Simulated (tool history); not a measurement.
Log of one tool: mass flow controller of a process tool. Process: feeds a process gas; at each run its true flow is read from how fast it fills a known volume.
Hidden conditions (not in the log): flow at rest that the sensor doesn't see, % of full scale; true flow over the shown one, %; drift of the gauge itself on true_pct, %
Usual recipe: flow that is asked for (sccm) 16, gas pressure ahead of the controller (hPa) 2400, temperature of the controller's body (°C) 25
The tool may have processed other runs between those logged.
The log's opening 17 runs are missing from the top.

| run | hour | flow that is asked for (sccm) | gas pressure ahead of the controller (hPa) | temperature of the controller's body (°C) | hours of work since the controller was set to zero | hours of work since the controller was changed | true flow (%) |
|---|---|---|---|---|---|---|---|
| 18 | 1418.1 | 16 | 2400 | 25 | 3742 | 3742 | 99.60 |
| 19 | 1499.5 | 16 | 2400 | 25 | 3795 | 3795 | 99.90 |
| 20 | 1596.4 | 16 | 2400 | 25 | 3858 | 3858 | 99.81 |
| 21 | 1674.7 | 16 | 2400 | 34 | 3910 | 3910 | 100.08 |
| 22 | 1739.6 | 16 | 2400 | 34 | 3952 | 3952 | 100.07 |
| 23 | 1843.0 | 16 | 2400 | 34 | 4019 | 4019 | 100.22 |
| 24 | 1921.0 | 3 | 2400 | 34 | 4070 | 4070 | 97.91 |
| 25 | 2029.3 | 3 | 2400 | 34 | 4141 | 4141 | 98.03 |
| 26 | 2113.6 | 3 | 2400 | 34 | 4196 | 4196 | 98.03 |
| 27 | 2234.7 | 3 | 2400 | 34 | 4275 | 4275 | 97.99 |
| 28 | 2314.7 | 3 | 2400 | 34 | 4327 | 4327 | 97.88 |
| 29 | 2397.3 | 11 | 2030 | 34 | 4381 | 4381 | 99.25 |
| 30 | 2472.0 | 4 | 1460 | 33 | 4429 | 4429 | 97.73 |
| 31 | 2535.9 | 4 | 1460 | 33 | 4471 | 4471 | 97.88 |
| 32 | 2633.2 | 16 | 1740 | 25 | 4535 | 4535 | 99.57 |

Run 33, settings as shown, results not yet in. Your forecast:
| 33 | 2712.9 | 16 | 1740 | 25 | 4587 | 4587 | ? |

{"run 33": {"true flow (%)": 99.66}}
The same run, on a tool lacking any hidden state, would have yielded true flow (%) 99.20.

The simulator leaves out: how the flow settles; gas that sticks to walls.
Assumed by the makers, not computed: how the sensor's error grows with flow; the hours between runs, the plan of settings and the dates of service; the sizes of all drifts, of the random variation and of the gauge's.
